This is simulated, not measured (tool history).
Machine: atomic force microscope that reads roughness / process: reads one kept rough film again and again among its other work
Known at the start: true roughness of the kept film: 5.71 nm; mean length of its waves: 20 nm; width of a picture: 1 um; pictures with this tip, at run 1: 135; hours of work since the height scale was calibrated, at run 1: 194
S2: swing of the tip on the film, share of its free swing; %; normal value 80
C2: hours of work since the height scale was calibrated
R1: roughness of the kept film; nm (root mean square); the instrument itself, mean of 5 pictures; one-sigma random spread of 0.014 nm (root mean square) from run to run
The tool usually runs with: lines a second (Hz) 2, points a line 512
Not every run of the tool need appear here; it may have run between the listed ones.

run 1 hour=0 | lines_a_second_(Hz)=2 S2=80 points_a_line=512 | pictures_with_this_tip=135 C2=194 | R1=2.367
run 2 hour=10.2 | lines_a_second_(Hz)=2 S2=80 points_a_line=512 | pictures_with_this_tip=143 C2=199 | R1=2.341
run 3 hour=14.9 | lines_a_second_(Hz)=2 S2=80 points_a_line=512 | pictures_with_this_tip=147 C2=201 | R1=2.313
run 4 hour=22.8 | lines_a_second_(Hz)=2 S2=80 points_a_line=512 | pictures_with_this_tip=153 C2=204 | R1=2.296
run 5 hour=33.8 | lines_a_second_(Hz)=2 S2=83 points_a_line=512 | pictures_with_this_tip=162 C2=209 | R1=2.188
run 6 hour=41.3 | lines_a_second_(Hz)=0.64 S2=80 points_a_line=512 | pictures_with_this_tip=168 C2=212 | R1=2.493
run 7 hour=52.1 | lines_a_second_(Hz)=0.64 S2=80 points_a_line=512 | pictures_with_this_tip=177 C2=217 | R1=2.441
run 8 hour=57.1 | lines_a_second_(Hz)=0.64 S2=80 points_a_line=512 | pictures_with_this_tip=181 C2=219 | R1=2.42
-- hour=58.7 height scale calibrated on a step standard
run 9 hour=63.1 | lines_a_second_(Hz)=0.64 S2=80 points_a_line=512 | pictures_with_this_tip=185 C2=2 | R1=2.405
run 10 hour=69.9 | lines_a_second_(Hz)=0.64 S2=80 points_a_line=512 | pictures_with_this_tip=191 C2=5 | R1=2.403
run 11 hour=75.5 | lines_a_second_(Hz)=2.99 S2=80 points_a_line=512 | pictures_with_this_tip=195 C2=7 | R1=1.945
-- hour=79.7 height scale calibrated on a step standard, once more
run 12 hour=82.3 | lines_a_second_(Hz)=2 S2=80 points_a_line=512 | pictures_with_this_tip=200 C2=1 | R1=2.078
run 13 hour=91.6 | lines_a_second_(Hz)=2 S2=80 points_a_line=512 | pictures_with_this_tip=207 C2=5 | R1=2.048
run 14 hour=98.4 | lines_a_second_(Hz)=2.48 S2=80 points_a_line=540 | pictures_with_this_tip=213 C2=8 | R1=1.941
run 15 hour=106.9 | lines_a_second_(Hz)=2.48 S2=73 points_a_line=856 | pictures_with_this_tip=220 C2=12 | R1=2.041
run 16 hour=116.4 | lines_a_second_(Hz)=1.74 S2=75 points_a_line=654 | pictures_with_this_tip=227 C2=16 | R1=2.083
run 17 hour=121.5 | lines_a_second_(Hz)=3.7 S2=89 points_a_line=980 | pictures_with_this_tip=232 C2=19 | R1=1.505
run 18 hour=126 | lines_a_second_(Hz)=3.7 S2=89 points_a_line=980 | pictures_with_this_tip=235 C2=20 | R1=1.509
run 19 hour=136.1 | lines_a_second_(Hz)=2.09 S2=68 points_a_line=297 | pictures_with_this_tip=243 C2=25 | R1=2.031
run 20 hour=145.4 | lines_a_second_(Hz)=2.09 S2=80 points_a_line=297 | pictures_with_this_tip=251 C2=29 | R1=1.822
run 21 hour=154.2 | lines_a_second_(Hz)=2.09 S2=80 points_a_line=297 | pictures_with_this_tip=258 C2=33 | R1=1.817
-- hour=164 new tip fitted
run 22 hour=165.2 | lines_a_second_(Hz)=2.24 S2=57 points_a_line=297 | pictures_with_this_tip=1 C2=38 | R1=3.548
run 23 hour=176.2 | lines_a_second_(Hz)=1.81 S2=79 points_a_line=889 | pictures_with_this_tip=10 C2=42 | R1=3.198
run 24 hour=187.1 | lines_a_second_(Hz)=0.9 S2=58 points_a_line=459 | pictures_with_this_tip=18 C2=47 | R1=3.545
run 25 hour=198 | lines_a_second_(Hz)=2 S2=60 points_a_line=920 | pictures_with_this_tip=27 C2=52 | R1=3.338

Take each entry between the runs: how does the hidden state at the last listed run before it differ from the hidden state at the first listed run after it?
After run 8, before run 9: height scale calibrated on a step standard (hour 58.7)
  radius of the tip, nm: 21.4 -> 21.7; height scale over the true one, %: 0.4 -> 0.66
  measured less the result without the state, R1: -1.394 -> -1.4 nm (root mean square)
After run 11, before run 12: height scale calibrated on a step standard, once more (hour 79.7)
  radius of the tip, nm: 22.4 -> 22.8; height scale over the true one, %: 0.67 -> -0.03
  measured less the result without the state, R1: -1.195 -> -1.333 nm (root mean square)
After run 21, before run 22: new tip fitted (hour 164)
  radius of the tip, nm: 27.4 -> 8.6; height scale over the true one, %: 0 -> 0.01
  measured less the result without the state, R1: -1.504 -> -0.226 nm (root mean square)
